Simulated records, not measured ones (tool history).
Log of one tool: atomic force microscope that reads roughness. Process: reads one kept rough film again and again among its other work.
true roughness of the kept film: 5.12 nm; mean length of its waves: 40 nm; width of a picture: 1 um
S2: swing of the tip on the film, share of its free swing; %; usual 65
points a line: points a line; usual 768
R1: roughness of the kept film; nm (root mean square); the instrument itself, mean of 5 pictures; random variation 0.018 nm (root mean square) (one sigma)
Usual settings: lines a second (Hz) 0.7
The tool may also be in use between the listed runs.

{"run": 1, "hour": 0.0, "lines a second (Hz)": 0.7, "S2": 65, "points a line": 768, "R1": 3.469}
{"run": 2, "hour": 9.3, "lines a second (Hz)": 0.7, "S2": 65, "points a line": 768, "R1": 3.396}
{"run": 3, "hour": 17.1, "lines a second (Hz)": 1.025, "S2": 65, "points a line": 768, "R1": 3.341}
{"run": 4, "hour": 28.5, "lines a second (Hz)": 1.025, "S2": 65, "points a line": 768, "R1": 3.267}
{"hour": 32.7, "done": "new tip fitted"}
{"run": 5, "hour": 41.3, "lines a second (Hz)": 0.7, "S2": 65, "points a line": 768, "R1": 4.298}
{"run": 6, "hour": 49.6, "lines a second (Hz)": 0.642, "S2": 65, "points a line": 768, "R1": 4.234}
{"run": 7, "hour": 62.0, "lines a second (Hz)": 0.642, "S2": 65, "points a line": 768, "R1": 4.147}
{"run": 8, "hour": 67.8, "lines a second (Hz)": 0.7, "S2": 65, "points a line": 717, "R1": 4.094}
{"run": 9, "hour": 74.6, "lines a second (Hz)": 0.7, "S2": 65, "points a line": 717, "R1": 4.045}
{"run": 10, "hour": 81.4, "lines a second (Hz)": 3.128, "S2": 65, "points a line": 717, "R1": 3.611}
{"run": 11, "hour": 86.7, "lines a second (Hz)": 3.128, "S2": 65, "points a line": 717, "R1": 3.614}
{"run": 12, "hour": 94.2, "lines a second (Hz)": 3.128, "S2": 65, "points a line": 717, "R1": 3.524}
{"run": 13, "hour": 99.9, "lines a second (Hz)": 0.7, "S2": 73, "points a line": 768, "R1": 3.772}
{"run": 14, "hour": 106.9, "lines a second (Hz)": 0.857, "S2": 73, "points a line": 768, "R1": 3.727}
{"run": 15, "hour": 119.1, "lines a second (Hz)": 0.857, "S2": 73, "points a line": 768, "R1": 3.605}
{"run": 16, "hour": 126.3, "lines a second (Hz)": 1.519, "S2": 73, "points a line": 768, "R1": 3.437}
{"run": 17, "hour": 132.0, "lines a second (Hz)": 0.7, "S2": 65, "points a line": 768, "R1": 3.66}
{"run": 18, "hour": 139.4, "lines a second (Hz)": 0.7, "S2": 65, "points a line": 768, "R1": 3.577}
{"run": 19, "hour": 146.1, "lines a second (Hz)": 0.7, "S2": 65, "points a line": 768, "R1": 3.554}
{"run": 20, "hour": 152.1, "lines a second (Hz)": 0.7, "S2": 65, "points a line": 768, "R1": 3.532}
{"run": 21, "hour": 160.5, "lines a second (Hz)": 0.7, "S2": 65, "points a line": 518, "R1": 3.464}
{"run": 22, "hour": 171.3, "lines a second (Hz)": 0.7, "S2": 65, "points a line": 518, "R1": 3.422}

Run 23 comes next. What will it give?
{"run": 23, "hour": 179.8, "lines a second (Hz)": 0.7, "S2": 65, "points a line": 518, "R1": "?"}

{"run 23": {"R1": 3.372}}
Without the tool's hidden state the same run would have given R1 4.399 nm (root mean square).
